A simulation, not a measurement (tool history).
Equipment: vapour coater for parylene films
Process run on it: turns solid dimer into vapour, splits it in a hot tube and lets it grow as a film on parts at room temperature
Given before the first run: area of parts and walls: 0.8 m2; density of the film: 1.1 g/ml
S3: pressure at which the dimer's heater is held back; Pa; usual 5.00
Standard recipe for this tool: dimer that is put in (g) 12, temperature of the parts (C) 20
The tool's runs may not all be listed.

run 1 day=0.000 | dimer_that_is_put_in_(g)=12 temperature_of_the_parts_(C)=20 S3=5.00 | thickness_of_the_film_(nm)=6180
run 2 day=0.429 | dimer_that_is_put_in_(g)=12 temperature_of_the_parts_(C)=20 S3=5.00 | thickness_of_the_film_(nm)=6100
run 3 day=0.946 | dimer_that_is_put_in_(g)=12 temperature_of_the_parts_(C)=20 S3=5.00 | thickness_of_the_film_(nm)=6130
run 4 day=1.317 | dimer_that_is_put_in_(g)=12 temperature_of_the_parts_(C)=14 S3=5.00 | thickness_of_the_film_(nm)=7420
run 5 day=1.696 | dimer_that_is_put_in_(g)=12 temperature_of_the_parts_(C)=14 S3=5.00 | thickness_of_the_film_(nm)=7500
run 6 day=2.204 | dimer_that_is_put_in_(g)=12 temperature_of_the_parts_(C)=20 S3=5.00 | thickness_of_the_film_(nm)=6200
-- day=2.917 trap's valve overhauled
run 7 day=3.092 | dimer_that_is_put_in_(g)=12 temperature_of_the_parts_(C)=20 S3=5.00 | thickness_of_the_film_(nm)=6210
run 8 day=3.700 | dimer_that_is_put_in_(g)=6 temperature_of_the_parts_(C)=20 S3=5.00 | thickness_of_the_film_(nm)=3100
run 9 day=4.117 | dimer_that_is_put_in_(g)=8 temperature_of_the_parts_(C)=20 S3=5.00 | thickness_of_the_film_(nm)=4190
run 10 day=4.762 | dimer_that_is_put_in_(g)=8 temperature_of_the_parts_(C)=20 S3=5.00 | thickness_of_the_film_(nm)=4200
run 11 day=5.283 | dimer_that_is_put_in_(g)=12 temperature_of_the_parts_(C)=20 S3=5.00 | thickness_of_the_film_(nm)=6230
run 12 day=5.821 | dimer_that_is_put_in_(g)=12 temperature_of_the_parts_(C)=23 S3=5.00 | thickness_of_the_film_(nm)=5700
run 13 day=6.367 | dimer_that_is_put_in_(g)=9 temperature_of_the_parts_(C)=18 S3=6.41 | thickness_of_the_film_(nm)=4720
run 14 day=6.996 | dimer_that_is_put_in_(g)=12 temperature_of_the_parts_(C)=21 S3=5.00 | thickness_of_the_film_(nm)=6050
run 15 day=7.521 | dimer_that_is_put_in_(g)=12 temperature_of_the_parts_(C)=26 S3=6.51 | thickness_of_the_film_(nm)=4890
run 16 day=8.258 | dimer_that_is_put_in_(g)=12 temperature_of_the_parts_(C)=26 S3=6.51 | thickness_of_the_film_(nm)=4880
run 17 day=8.821 | dimer_that_is_put_in_(g)=17 temperature_of_the_parts_(C)=12 S3=2.79 | thickness_of_the_film_(nm)=13060
run 18 day=9.596 | dimer_that_is_put_in_(g)=6 temperature_of_the_parts_(C)=25 S3=5.00 | thickness_of_the_film_(nm)=2640
run 19 day=10.008 | dimer_that_is_put_in_(g)=16 temperature_of_the_parts_(C)=20 S3=3.75 | thickness_of_the_film_(nm)=9000
run 20 day=10.804 | dimer_that_is_put_in_(g)=16 temperature_of_the_parts_(C)=15 S3=4.97 | thickness_of_the_film_(nm)=9760
run 21 day=11.154 | dimer_that_is_put_in_(g)=12 temperature_of_the_parts_(C)=22 S3=4.78 | thickness_of_the_film_(nm)=5990
run 22 day=11.825 | dimer_that_is_put_in_(g)=6 temperature_of_the_parts_(C)=13 S3=5.00 | thickness_of_the_film_(nm)=3890
run 23 day=12.288 | dimer_that_is_put_in_(g)=12 temperature_of_the_parts_(C)=20 S3=2.83 | thickness_of_the_film_(nm)=7210
run 24 day=12.900 | dimer_that_is_put_in_(g)=12 temperature_of_the_parts_(C)=20 S3=2.83 | thickness_of_the_film_(nm)=7260

Here are 3 independent what-if runs from the current tool condition. What would each one return?
run A day=13.621 | dimer_that_is_put_in_(g)=7 temperature_of_the_parts_(C)=21 S3=6.42 | thickness_of_the_film_(nm)=?
run B day=13.621 | dimer_that_is_put_in_(g)=6 temperature_of_the_parts_(C)=20 S3=10.44 | thickness_of_the_film_(nm)=?
run C day=13.621 | dimer_that_is_put_in_(g)=5 temperature_of_the_parts_(C)=13 S3=10.37 | thickness_of_the_film_(nm)=?

run=A thickness_of_the_film_(nm)=3330
run=B thickness_of_the_film_(nm)=2630
run=C thickness_of_the_film_(nm)=2720
Stripped of hidden state, with their random variation kept, the same runs would have yielded:
run=A thickness_of_the_film_(nm)=3270
run=B thickness_of_the_film_(nm)=2580
run=C thickness_of_the_film_(nm)=2660
